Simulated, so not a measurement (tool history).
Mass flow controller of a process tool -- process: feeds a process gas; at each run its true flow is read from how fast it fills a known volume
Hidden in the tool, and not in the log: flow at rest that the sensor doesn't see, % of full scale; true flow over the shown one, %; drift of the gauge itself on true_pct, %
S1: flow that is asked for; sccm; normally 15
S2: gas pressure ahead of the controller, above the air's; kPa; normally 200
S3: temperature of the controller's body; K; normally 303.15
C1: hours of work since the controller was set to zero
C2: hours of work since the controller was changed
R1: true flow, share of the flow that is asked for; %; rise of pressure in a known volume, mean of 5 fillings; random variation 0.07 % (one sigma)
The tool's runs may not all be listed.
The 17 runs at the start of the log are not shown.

run    hour  S1   S2      S3    C1    C2     R1
 18  3334.2  15  200  303.15  5231  5231  96.15
 19    3588  30  200  303.15  5333  5333  97.06
 20  3878.5  30  200  303.15  5450  5450  96.96
 21  4174.7   6  200  303.15  5569  5569  95.16
 22    4450   8  200  303.15  5679  5679  95.28
 23  4739.2   8  200  303.15  5796  5796  95.09
 24  4958.3  15  200  303.15  5884  5884  95.55
 25  5219.5  15  200  303.15  5989  5989  95.46
 26  5509.6  22  192  298.15  6105  6105  95.82
     5686.1  -- controller's zero set anew
 27  5705.1  24  143  303.15     8  6184  95.44
 28  5941.1   7  280  303.15   102  6278  95.15

Predict the results of run 29:
 29  6082.2   7  280  303.15  159  6335   ?

For run 29 the tool returned R1 95.11 %.
On a tool with no hidden condition, and with the same random variation, this run would have come out at R1 97.48 %.

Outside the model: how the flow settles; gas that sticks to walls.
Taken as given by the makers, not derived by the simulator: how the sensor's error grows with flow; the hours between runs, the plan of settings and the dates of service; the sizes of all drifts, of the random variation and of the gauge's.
